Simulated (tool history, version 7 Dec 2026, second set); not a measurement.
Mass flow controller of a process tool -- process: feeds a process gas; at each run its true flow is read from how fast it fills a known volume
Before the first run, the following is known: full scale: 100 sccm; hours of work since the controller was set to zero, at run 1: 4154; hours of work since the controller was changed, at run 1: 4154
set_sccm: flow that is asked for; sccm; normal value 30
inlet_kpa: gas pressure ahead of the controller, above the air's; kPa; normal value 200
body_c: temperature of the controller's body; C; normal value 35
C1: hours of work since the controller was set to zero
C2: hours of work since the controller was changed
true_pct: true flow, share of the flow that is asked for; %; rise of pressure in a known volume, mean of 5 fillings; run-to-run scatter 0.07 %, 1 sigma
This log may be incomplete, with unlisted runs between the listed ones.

Run 1, day 0.000: usual settings; C1 4154; C2 4154. Result: true_pct 102.78 %.
Run 2, day 5.608: usual settings; C1 4228; C2 4228. Result: true_pct 102.80 %.
Run 3, day 16.188: usual settings but body_c 25 C; C1 4366; C2 4366. Result: true_pct 103.64 %.
Run 4, day 25.658: usual settings but body_c 21 C; C1 4490; C2 4490. Result: true_pct 104.00 %.
Run 5, day 33.825: usual settings but body_c 21 C; C1 4597; C2 4597. Result: true_pct 104.08 %.
Run 6, day 43.371: usual settings but set_sccm 17 sccm, body_c 21 C; C1 4722; C2 4722. Result: true_pct 106.61 %.
Run 7, day 50.062: usual settings but set_sccm 17 sccm, body_c 21 C; C1 4809; C2 4809. Result: true_pct 106.80 %.
Run 8, day 55.471: usual settings but set_sccm 17 sccm, body_c 21 C; C1 4880; C2 4880. Result: true_pct 106.97 %.
At day 57.342: controller's zero set anew.
Run 9, day 66.517: usual settings but set_sccm 17 sccm, body_c 21 C; C1 120; C2 5024. Result: true_pct 110.41 %.
Run 10, day 73.350: usual settings but set_sccm 34 sccm; C1 209; C2 5114. Result: true_pct 104.60 %.
Run 11, day 82.446: usual settings; C1 328; C2 5232. Result: true_pct 105.50 %.
Run 12, day 88.217: usual settings; C1 404; C2 5308. Result: true_pct 105.47 %.
Run 13, day 96.112: usual settings; C1 507; C2 5411. Result: true_pct 105.64 %.
At day 104.542: controller's zero set anew, once more.
Run 14, day 105.567: usual settings; C1 13; C2 5535. Result: true_pct 100.20 %.
Run 15, day 114.108: usual settings; C1 125; C2 5646. Result: true_pct 100.32 %.
Run 16, day 120.588: usual settings; C1 210; C2 5731. Result: true_pct 100.43 %.
Run 17, day 126.329: usual settings; C1 285; C2 5806. Result: true_pct 100.55 %.
Run 18, day 133.392: usual settings; C1 377; C2 5899. Result: true_pct 100.70 %.
Run 19, day 140.558: usual settings but set_sccm 38 sccm, inlet_kpa 145 kPa; C1 471; C2 5992. Result: true_pct 100.36 %.
Run 20, day 147.225: usual settings but set_sccm 38 sccm, inlet_kpa 145 kPa; C1 558; C2 6079. Result: true_pct 100.38 %.
Run 21, day 153.404: usual settings but set_sccm 49 sccm, inlet_kpa 167 kPa, body_c 27 C; C1 639; C2 6160. Result: true_pct 101.26 %.

Run 22 is up next; what results do you expect?
Run 22, day 159.025: usual settings but set_sccm 85 sccm, inlet_kpa 162 kPa, body_c 32 C; C1 713; C2 6234. Result: true_pct ?.

{"run 22": {"true_pct": 100.77}}
If the tool had no hidden condition, the same run with the same run-to-run variation would have returned true_pct 99.10 %.

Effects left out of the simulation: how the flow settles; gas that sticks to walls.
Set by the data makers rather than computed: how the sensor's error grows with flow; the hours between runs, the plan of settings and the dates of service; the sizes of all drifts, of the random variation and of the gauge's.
